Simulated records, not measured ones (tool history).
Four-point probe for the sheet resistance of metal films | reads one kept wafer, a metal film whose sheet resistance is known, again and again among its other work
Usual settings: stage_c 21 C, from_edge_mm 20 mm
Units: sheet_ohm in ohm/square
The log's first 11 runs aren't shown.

run,hour,stage_c,from_edge_mm,sheet_ohm
12,184.3,29,20,4.466914
13,195.1,21,20,4.478754
14,211.3,21,20,4.478173
15,232.7,21,20,4.477498
16,248.9,21,20,4.479747
17,270.2,21,20,4.477921
18,294.1,29,15,4.472016
19,318.8,29,14,4.472692
20,337.2,22,20,4.477554
21,359.9,22,20,4.477502
22,382.9,24,3,4.71757
23,402.9,20,20,4.480713
24,414.8,18,5,4.5718
25,430.7,19,23,4.478672
26,453.1,20,11,4.49364
27,477.6,20,11,4.492311
28,499.8,21,21,4.477275
29,519.1,21,11,4.49222
30,534.9,21,11,4.491908

3 ways to go on from here, each from the tool as it stands after run 30. What would each give?
A,560.5,20,71,?
B,560.5,27,20,?
C,560.5,35,39,?

run,sheet_ohm
A,4.473227
B,4.467095
C,4.453439
Without the tool's hidden state the same runs would have given:
run,sheet_ohm
A,4.47557
B,4.469504
C,4.455917

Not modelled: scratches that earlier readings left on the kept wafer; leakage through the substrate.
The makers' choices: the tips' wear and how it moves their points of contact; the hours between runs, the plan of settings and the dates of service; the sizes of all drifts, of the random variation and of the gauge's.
